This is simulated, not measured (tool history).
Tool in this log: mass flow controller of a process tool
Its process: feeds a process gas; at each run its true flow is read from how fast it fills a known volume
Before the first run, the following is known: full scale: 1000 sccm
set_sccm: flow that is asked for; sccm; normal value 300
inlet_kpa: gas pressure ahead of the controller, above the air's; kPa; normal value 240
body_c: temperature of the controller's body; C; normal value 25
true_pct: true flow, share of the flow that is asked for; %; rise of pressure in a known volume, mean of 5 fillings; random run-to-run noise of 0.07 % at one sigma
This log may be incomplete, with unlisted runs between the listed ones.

| run | hour | set_sccm | inlet_kpa | body_c | true_pct |
|---|---|---|---|---|---|
| 1 | 0 | 300 | 240 | 25 | 99.9 |
| 2 | 150.9 | 300 | 240 | 22 | 99.53 |
| 3 | 342.9 | 136 | 240 | 25 | 101.09 |
| 4 | 579.4 | 136 | 240 | 37 | 102.49 |
| 5 | 771.3 | 136 | 240 | 37 | 102.63 |
| 6 | 945 | 300 | 240 | 25 | 100.18 |
| 7 | 1107.5 | 300 | 240 | 25 | 100.26 |
| 8 | 1214.7 | 300 | 240 | 25 | 100.31 |
| 9 | 1424.9 | 300 | 240 | 25 | 100.32 |
| 10 | 1583.2 | 300 | 240 | 25 | 100.42 |
| 11 | 1768.3 | 300 | 240 | 25 | 100.52 |
| 12 | 2027.7 | 300 | 240 | 25 | 100.62 |
| 13 | 2237.9 | 847 | 152 | 38 | 101.53 |
| 14 | 2489.6 | 195 | 240 | 38 | 102.99 |
| 15 | 2718.8 | 195 | 240 | 38 | 103.26 |
| 16 | 2950.4 | 473 | 157 | 37 | 101.73 |
| 17 | 3092.2 | 186 | 157 | 28 | 103.13 |
| 18 | 3205.5 | 186 | 232 | 28 | 102.98 |
| 19 | 3418.7 | 479 | 202 | 28 | 100.74 |
| 20 | 3599.9 | 817 | 156 | 36 | 101.56 |
| 21 | 3760.6 | 133 | 230 | 38 | 105.99 |
| 22 | 3963.3 | 133 | 230 | 38 | 106.21 |
| 23 | 4119.4 | 133 | 230 | 38 | 106.51 |
| 24 | 4294.7 | 300 | 146 | 22 | 101.89 |

Some steps in true_pct between neighbouring runs. How much of each would the tool show without its hidden state too (settings, what came in, random variation), and how much is left for the hidden state, with any gauge scatter that isn't in both results?
The hidden state here: flow at rest that the sensor doesn't see, % of full scale; true flow over the shown one, %; drift of the gauge itself on true_pct, %.
Run 20 -> 21: set_sccm 817 -> 133, inlet_kpa 156 -> 230, body_c 36 -> 38. true_pct +4.43 %: hidden state +5.68, all else -1.25.
Run 23 -> 24: set_sccm 133 -> 300, inlet_kpa 230 -> 146, body_c 38 -> 22. true_pct -4.62 %: hidden state -3.94, all else -0.68.
